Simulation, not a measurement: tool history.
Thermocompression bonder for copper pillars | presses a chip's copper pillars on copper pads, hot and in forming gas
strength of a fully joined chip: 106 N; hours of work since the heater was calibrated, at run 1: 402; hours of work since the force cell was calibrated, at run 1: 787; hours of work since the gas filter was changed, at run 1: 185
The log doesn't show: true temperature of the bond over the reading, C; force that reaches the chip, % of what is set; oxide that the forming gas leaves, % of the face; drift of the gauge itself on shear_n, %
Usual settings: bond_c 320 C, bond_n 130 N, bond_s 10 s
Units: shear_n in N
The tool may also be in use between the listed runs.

run,day,bond_c,bond_n,bond_s,hours of work since the heater was calibrated,hours of work since the force cell was calibrated,hours of work since the gas filter was changed,shear_n
1,0,320,130,10,402,787,185,53.7
2,1.762,320,130,10,427,813,210,53.3
3,3.354,308,130,10,450,835,233,46.1
4,5.05,308,130,10,475,860,257,47.5
5,6.317,308,130,10,493,878,275,46.3
6,7.7,308,130,10,513,898,295,45.6
7,9.7,308,130,10,542,927,324,45.9
8,11.575,320,130,7,569,954,351,46.1
9,13.183,320,130,7,592,977,374,45.9
10,14.008,320,130,10,604,989,386,52.9
11,15.829,320,130,10,630,1015,412,52
12,17.317,306,130,21,651,1036,434,56.9
13,18.479,306,130,21,668,1053,451,57.7
# day 19.529: forming gas filter changed
14,20.121,310,124,10,691,1077,9,45.2
15,21.604,341,124,10,713,1098,30,61.4
16,23.367,341,124,10,738,1123,55,60.1
17,24.767,347,94,9,758,1143,75,49.2
18,25.967,340,94,20,776,1161,93,59.4
19,27.946,340,94,20,804,1189,121,58.8

Forecast each of these 3 alternatives for the next run:
A,29.8,340,85,20,831,1216,148,?
B,29.8,325,113,20,831,1216,148,?
C,29.8,301,148,15,831,1216,148,?

run,shear_n
A,53.5
B,60.1
C,52.4
Without the tool's hidden state the same runs would have given:
run,shear_n
A,61.6
B,68.9
C,61.2

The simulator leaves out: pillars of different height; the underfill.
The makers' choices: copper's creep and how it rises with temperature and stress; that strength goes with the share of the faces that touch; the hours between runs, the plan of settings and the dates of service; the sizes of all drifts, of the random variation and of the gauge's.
